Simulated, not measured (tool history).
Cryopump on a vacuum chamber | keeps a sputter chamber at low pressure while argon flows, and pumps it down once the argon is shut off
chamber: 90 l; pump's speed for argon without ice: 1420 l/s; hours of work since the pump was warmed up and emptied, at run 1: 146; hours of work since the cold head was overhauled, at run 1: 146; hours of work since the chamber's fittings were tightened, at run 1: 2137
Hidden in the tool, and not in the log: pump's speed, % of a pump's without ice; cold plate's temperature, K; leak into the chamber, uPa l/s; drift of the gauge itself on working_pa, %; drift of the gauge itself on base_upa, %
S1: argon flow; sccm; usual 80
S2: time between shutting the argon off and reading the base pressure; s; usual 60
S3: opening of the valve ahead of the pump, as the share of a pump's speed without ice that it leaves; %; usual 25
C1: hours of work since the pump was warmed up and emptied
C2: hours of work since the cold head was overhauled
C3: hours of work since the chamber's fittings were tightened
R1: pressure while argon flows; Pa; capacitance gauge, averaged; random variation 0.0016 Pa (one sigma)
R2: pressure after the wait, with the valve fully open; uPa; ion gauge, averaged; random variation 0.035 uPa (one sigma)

run	hour	S1	S2	S3	C1	C2	C3	R1	R2
1	0	80	60	25	146	146	2137	0.385	2.4
2	11.4	80	60	25	151	151	2142	0.3845	2.48
3	33.5	41	60	25	161	161	2152	0.1979	2.37
4	44	41	60	25	165	165	2156	0.1992	2.4
5	57.1	55	60	25	171	171	2162	0.264	2.46
6	72.3	55	60	25	177	177	2168	0.266	2.45
7	88.7	55	234	25	184	184	2175	0.265	1.26
8	108.1	55	234	25	193	193	2184	0.2674	1.23
9	130.7	80	177	25	203	203	2193	0.3868	1.37
10	141	80	60	25	207	207	2198	0.3878	2.46
11	154.2	80	202	25	213	213	2203	0.3863	1.31
12	170.7	36	60	25	220	220	2210	0.1731	2.52
13	188.3	80	80	25	227	227	2218	0.3882	2.06
14	206.9	80	275	25	235	235	2226	0.3915	1.22
15	218.8	80	275	25	240	240	2231	0.3878	1.18
16	234.3	80	275	25	247	247	2238	0.3912	1.21
17	245	80	275	25	252	252	2242	0.3913	1.25
18	265.4	33	22	23	260	260	2251	0.1757	5.56
19	289.4	33	22	23	271	271	2261	0.1752	5.57
20	313.4	35	40	21	281	281	2272	0.2016	3.31
21	331	35	40	21	288	288	2279	0.2038	3.41
22	350.7	33	88	28	297	297	2288	0.1452	1.99
23	360.7	35	67	20	301	301	2292	0.2124	2.29
24	372.8	157	178	25	306	306	2297	0.7645	1.46
25	384.4	157	178	26	311	311	2302	0.7413	1.41
26	398.8	54	77	35	317	317	2308	0.1906	2.11
27	414.7	54	77	35	324	324	2315	0.1924	2.12
28	428.2	50	171	20	330	330	2321	0.3063	1.44
29	452.1	50	171	20	340	340	2331	0.3034	1.42
30	466.7	78	63	47	347	347	2337	0.2108	2.48
31	481.9	45	75	34	353	353	2344	0.1651	2.25
32	502.6	125	65	25	362	362	2353	0.6111	2.41
33	520.6	47	289	32	370	370	2361	0.1819	1.23
34	543.1	47	254	41	379	379	2370	0.1433	1.27

The same runs without the tool's hidden state, with the same run-to-run variation:
run	R1	R2
1	0.3801	1.85
2	0.3794	1.92
3	0.1952	1.81
4	0.1963	1.83
5	0.26	1.89
6	0.2618	1.87
7	0.2607	0.68
8	0.2629	0.66
9	0.38	0.78
10	0.3808	1.87
11	0.3792	0.71
12	0.1698	1.91
13	0.3805	1.47
14	0.3835	0.61
15	0.3797	0.56
16	0.3828	0.59
17	0.3828	0.63
18	0.172	4.92
19	0.1714	4.92
20	0.1974	2.69
21	0.1995	2.77
22	0.141	1.34
23	0.2079	1.66
24	0.7441	0.79
25	0.7204	0.76
26	0.1833	1.47
27	0.1848	1.48
28	0.2993	0.78
29	0.2961	0.77
30	0.1991	1.81
31	0.1583	1.57
32	0.5917	1.74
33	0.1744	0.55
34	0.1356	0.59
